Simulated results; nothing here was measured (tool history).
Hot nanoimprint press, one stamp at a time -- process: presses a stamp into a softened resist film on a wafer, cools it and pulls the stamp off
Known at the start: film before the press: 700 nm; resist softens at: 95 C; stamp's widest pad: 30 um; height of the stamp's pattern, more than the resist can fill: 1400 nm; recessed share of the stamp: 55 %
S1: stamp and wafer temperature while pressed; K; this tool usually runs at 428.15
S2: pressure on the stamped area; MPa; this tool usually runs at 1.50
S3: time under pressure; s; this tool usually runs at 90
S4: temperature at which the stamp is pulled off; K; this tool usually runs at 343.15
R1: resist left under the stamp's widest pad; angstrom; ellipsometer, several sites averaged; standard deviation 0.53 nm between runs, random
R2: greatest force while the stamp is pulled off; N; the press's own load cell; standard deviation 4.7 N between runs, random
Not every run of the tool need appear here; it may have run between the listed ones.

Run 1, day 0.000: usual settings. Result: R1 3910 angstrom, R2 215 N.
Run 2, day 2.733: usual settings but S1 419.15 K. Result: R1 4960 angstrom, R2 232 N.
Run 3, day 4.746: usual settings but S1 419.15 K. Result: R1 4962 angstrom, R2 229 N.
At day 6.333: press's hydraulic seals changed and the load cell set to zero.
Run 4, day 6.333: usual settings but S1 419.15 K. Result: R1 4978 angstrom, R2 234 N.
At day 6.762: stamp cleaned and given a new release coat.
At day 7.138: plate thermocouple calibrated.
Run 5, day 8.758: usual settings but S1 419.15 K. Result: R1 4991 angstrom, R2 225 N.
Run 6, day 10.942: usual settings but S1 419.15 K. Result: R1 4987 angstrom, R2 224 N.
Run 7, day 13.288: usual settings but S1 419.15 K. Result: R1 4992 angstrom, R2 232 N.
Run 8, day 16.133: usual settings but S3 75 s. Result: R1 4176 angstrom, R2 234 N.
Run 9, day 19.138: usual settings but S3 75 s. Result: R1 4173 angstrom, R2 232 N.
At day 21.496: stamp cleaned and given a new release coat.
Run 10, day 21.496: usual settings but S3 75 s. Result: R1 4182 angstrom, R2 227 N.
Run 11, day 23.325: usual settings but S2 1.76 MPa, S3 75 s. Result: R1 3911 angstrom, R2 233 N.
Run 12, day 24.662: usual settings but S2 1.76 MPa, S3 56 s. Result: R1 4274 angstrom, R2 239 N.
Run 13, day 26.917: usual settings. Result: R1 3967 angstrom, R2 231 N.
Run 14, day 29.308: usual settings but S2 1.40 MPa, S4 333.15 K. Result: R1 4092 angstrom, R2 278 N.
Run 15, day 32.383: usual settings but S2 1.40 MPa, S4 333.15 K. Result: R1 4106 angstrom, R2 267 N.
Run 16, day 34.842: usual settings but S2 1.40 MPa, S4 333.15 K. Result: R1 4108 angstrom, R2 287 N.
At day 36.083: stamp cleaned and given a new release coat.
Run 17, day 36.996: usual settings but S2 1.40 MPa, S4 333.15 K. Result: R1 4111 angstrom, R2 276 N.
At day 40.100: plate thermocouple calibrated.
Run 18, day 40.100: usual settings but S2 0.94 MPa, S4 349.15 K. Result: R1 4825 angstrom, R2 202 N.
Run 19, day 41.842: usual settings but S2 0.94 MPa, S4 349.15 K. Result: R1 4825 angstrom, R2 205 N.
Run 20, day 43.846: usual settings but S3 179 s, S4 350.15 K. Result: R1 3179 angstrom, R2 209 N.
Run 21, day 45.508: usual settings but S2 1.16 MPa, S3 170 s. Result: R1 3670 angstrom, R2 228 N.
Run 22, day 48.171: usual settings but S2 1.16 MPa, S3 170 s. Result: R1 3672 angstrom, R2 223 N.
Run 23, day 50.346: usual settings but S1 437.15 K, S2 1.16 MPa, S3 65 s, S4 345.15 K. Result: R1 3933 angstrom, R2 231 N.
At day 50.921: stamp cleaned and given a new release coat.
Run 24, day 52.096: usual settings but S1 432.15 K, S2 0.95 MPa. Result: R1 4408 angstrom, R2 236 N.
At day 53.433: gauge calibrated.
Run 25, day 54.325: usual settings but S1 432.15 K, S2 0.95 MPa. Result: R1 4287 angstrom, R2 232 N.

Predict each of these 4 candidate next runs independently; none follows another, all start after run 25:
Run A, day 57.175: usual settings but S1 439.15 K, S2 0.95 MPa. Result: R1 ?, R2 ?.
Run B, day 57.175: usual settings but S1 430.15 K, S2 1.23 MPa, S4 338.15 K. Result: R1 ?, R2 ?.
Run C, day 57.175: usual settings but S1 422.15 K, S2 1.60 MPa. Result: R1 ?, R2 ?.
Run D, day 57.175: usual settings but S1 427.15 K, S2 0.95 MPa, S3 92 s. Result: R1 ?, R2 ?.

run    R1   R2
  A  3602  241
  B  4055  247
  C  4505  231
  D  4804  226
Had the tool no hidden state, the same runs would have come out as:
run    R1   R2
  A  3595  240
  B  4048  246
  C  4496  229
  D  4795  225
